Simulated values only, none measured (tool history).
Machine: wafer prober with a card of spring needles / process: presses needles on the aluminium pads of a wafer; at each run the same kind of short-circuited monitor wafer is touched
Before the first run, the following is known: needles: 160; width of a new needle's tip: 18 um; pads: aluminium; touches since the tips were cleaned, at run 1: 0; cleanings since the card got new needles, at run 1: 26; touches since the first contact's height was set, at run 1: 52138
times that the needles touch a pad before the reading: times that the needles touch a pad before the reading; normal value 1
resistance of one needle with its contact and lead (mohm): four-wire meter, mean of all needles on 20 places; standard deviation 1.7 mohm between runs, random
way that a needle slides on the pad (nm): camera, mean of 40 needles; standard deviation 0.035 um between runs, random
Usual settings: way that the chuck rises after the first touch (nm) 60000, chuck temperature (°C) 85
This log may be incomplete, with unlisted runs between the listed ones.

run	hour	way that the chuck rises after the first touch (nm)	chuck temperature (°C)	times that the needles touch a pad before the reading	touches since the tips were cleaned	cleanings since the card got new needles	touches since the first contact's height was set	resistance of one needle with its contact and lead (mohm)	way that a needle slides on the pad (nm)
1	0.0	60000	85	1	0	26	52138	176	10290
2	9.6	60000	85	1	4603	26	56741	337	10350
# hour 16.6: tips cleaned on abrasive film
3	20.6	60000	85	1	1930	27	61987	370	10370
4	29.9	60000	85	1	6378	27	66435	352	10360
# hour 32.5: tips cleaned on abrasive film
5	42.1	60000	85	1	4567	28	72248	343	10330
# hour 49.5: tips cleaned on abrasive film
6	57.2	60000	85	1	3675	29	79454	333	10290
# hour 65.6: tips cleaned on abrasive film
7	68.8	60000	85	1	1579	30	85021	288	10240
# hour 80.4: tips cleaned on abrasive film, once more
8	82.5	60000	85	1	999	31	91546	257	10280
# hour 97.5: tips cleaned on abrasive film
9	98.6	73000	85	1	559	32	99239	209	12540
# hour 113.6: tips cleaned on abrasive film
10	113.6	60000	27	1	0	33	106376	167	10260
11	126.5	60000	72	1	6204	33	112580	354	10270
# hour 130.3: tips cleaned on abrasive film
12	135.1	60000	72	1	2297	34	116649	313	10190
13	143.2	60000	72	1	6219	34	120571	355	10200
# hour 147.2: tips cleaned on abrasive film
14	156.1	60000	72	1	4278	35	126720	353	10170
# hour 164.0: tips cleaned on abrasive film
15	166.9	60000	72	1	1394	36	131828	290	10190
# hour 180.3: tips cleaned on abrasive film
16	181.5	60000	85	1	561	37	138819	229	10190
# hour 196.4: tips cleaned on abrasive film
17	198.0	60000	85	1	769	38	146691	257	10170
# hour 213.1: tips cleaned on abrasive film
18	215.0	57000	85	2	926	39	154826	234	9690
19	226.5	49000	92	2	6442	39	160342	340	8230
# hour 230.3: tips cleaned on abrasive film
20	233.8	60000	51	1	1680	40	163794	307	10150
21	245.7	60000	59	2	7385	40	169499	281	10130
# hour 247.3: tips cleaned on abrasive film
22	254.7	43000	46	3	3583	41	173806	297	7160

What will run 23 give?
# hour 263.4: tips cleaned on abrasive film
23	270.9	43000	27	1	3606	42	181551	?	?

resistance of one needle with its contact and lead (mohm): 530
way that a needle slides on the pad (nm): 7160
On a tool with no hidden condition, and with the same random variation, this run would have come out at resistance of one needle with its contact and lead (mohm) 157, way that a needle slides on the pad (nm) 7540.
